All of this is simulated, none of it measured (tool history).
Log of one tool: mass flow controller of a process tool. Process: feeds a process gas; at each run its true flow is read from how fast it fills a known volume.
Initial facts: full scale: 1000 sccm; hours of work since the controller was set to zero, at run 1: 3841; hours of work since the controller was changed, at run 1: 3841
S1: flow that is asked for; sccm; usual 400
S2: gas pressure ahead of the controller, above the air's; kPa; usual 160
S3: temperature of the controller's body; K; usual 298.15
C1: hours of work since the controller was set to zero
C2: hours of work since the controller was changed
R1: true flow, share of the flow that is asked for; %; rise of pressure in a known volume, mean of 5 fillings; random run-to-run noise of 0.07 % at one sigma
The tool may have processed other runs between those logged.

Run 1, day 0: usual settings; C1 3841; C2 3841. Result: R1 101.08 %.
Run 2, day 16.192: usual settings; C1 4023; C2 4023. Result: R1 101.22 %.
Run 3, day 34.712: usual settings but S3 312.15 K; C1 4230; C2 4230. Result: R1 102.5 %.
Run 4, day 47.254: usual settings but S3 312.15 K; C1 4370; C2 4370. Result: R1 102.76 %.
Run 5, day 60.942: usual settings but S3 312.15 K; C1 4523; C2 4523. Result: R1 102.78 %.
Run 6, day 77.392: usual settings but S3 312.15 K; C1 4707; C2 4707. Result: R1 102.9 %.
Run 7, day 91.579: usual settings; C1 4866; C2 4866. Result: R1 101.78 %.
Run 8, day 106.9: usual settings; C1 5037; C2 5037. Result: R1 101.71 %.
Run 9, day 117.288: usual settings; C1 5154; C2 5154. Result: R1 101.75 %.
Run 10, day 135.567: usual settings; C1 5358; C2 5358. Result: R1 101.79 %.
Run 11, day 150.392: usual settings; C1 5524; C2 5524. Result: R1 101.89 %.
Run 12, day 162.875: usual settings; C1 5664; C2 5664. Result: R1 102.13 %.
Run 13, day 177.288: usual settings; C1 5825; C2 5825. Result: R1 102.06 %.
Run 14, day 200.038: usual settings but S1 506 sccm, S3 294.15 K; C1 6080; C2 6080. Result: R1 101.69 %.
Run 15, day 211.258: usual settings but S1 506 sccm, S3 294.15 K; C1 6205; C2 6205. Result: R1 101.71 %.
Run 16, day 230.25: usual settings but S1 231 sccm, S2 178 kPa, S3 301.15 K; C1 6418; C2 6418. Result: R1 103.82 %.
Run 17, day 248.4: usual settings but S3 299.15 K; C1 6621; C2 6621. Result: R1 102.66 %.
At day 249.7: controller's zero set anew.
Run 18, day 263.346: usual settings but S1 130 sccm, S2 186 kPa, S3 294.15 K; C1 153; C2 6788. Result: R1 109.72 %.
Run 19, day 281.167: usual settings but S1 130 sccm, S2 186 kPa, S3 294.15 K; C1 352; C2 6987. Result: R1 109.92 %.
Run 20, day 298.088: usual settings but S1 162 sccm, S3 303.15 K; C1 541; C2 7177. Result: R1 109.03 %.
At day 312.092: controller's zero set anew, once more.
Run 21, day 315.517: usual settings but S1 424 sccm, S2 253 kPa; C1 38; C2 7371. Result: R1 101.6 %.
Run 22, day 338.329: usual settings but S1 424 sccm, S2 253 kPa; C1 294; C2 7627. Result: R1 101.54 %.
Run 23, day 348.354: usual settings but S1 172 sccm, S2 263 kPa; C1 406; C2 7739. Result: R1 101.53 %.
Run 24, day 358.267: usual settings but S1 353 sccm, S2 149 kPa; C1 517; C2 7850. Result: R1 101.11 %.
Run 25, day 372.062: usual settings but S1 353 sccm, S2 149 kPa; C1 671; C2 8004. Result: R1 101.29 %.

Predict each of these 4 candidate next runs independently; none follows another, all start after run 25:
Run A, day 386.067: usual settings but S3 304.15 K; C1 828; C2 8161. Result: R1 ?.
Run B, day 386.067: usual settings but S2 264 kPa, S3 309.15 K; C1 828; C2 8161. Result: R1 ?.
Run C, day 386.067: usual settings but S1 609 sccm, S2 180 kPa, S3 313.15 K; C1 828; C2 8161. Result: R1 ?.
Run D, day 386.067: usual settings but S1 547 sccm; C1 828; C2 8161. Result: R1 ?.

run      R1
  A  101.81
  B  102.67
  C   102.9
  D  101.46
The same runs, with their run-to-run variation unchanged, on a tool lacking any hidden condition would have given:
run      R1
  A   99.59
  B  100.45
  C  100.77
  D    99.3
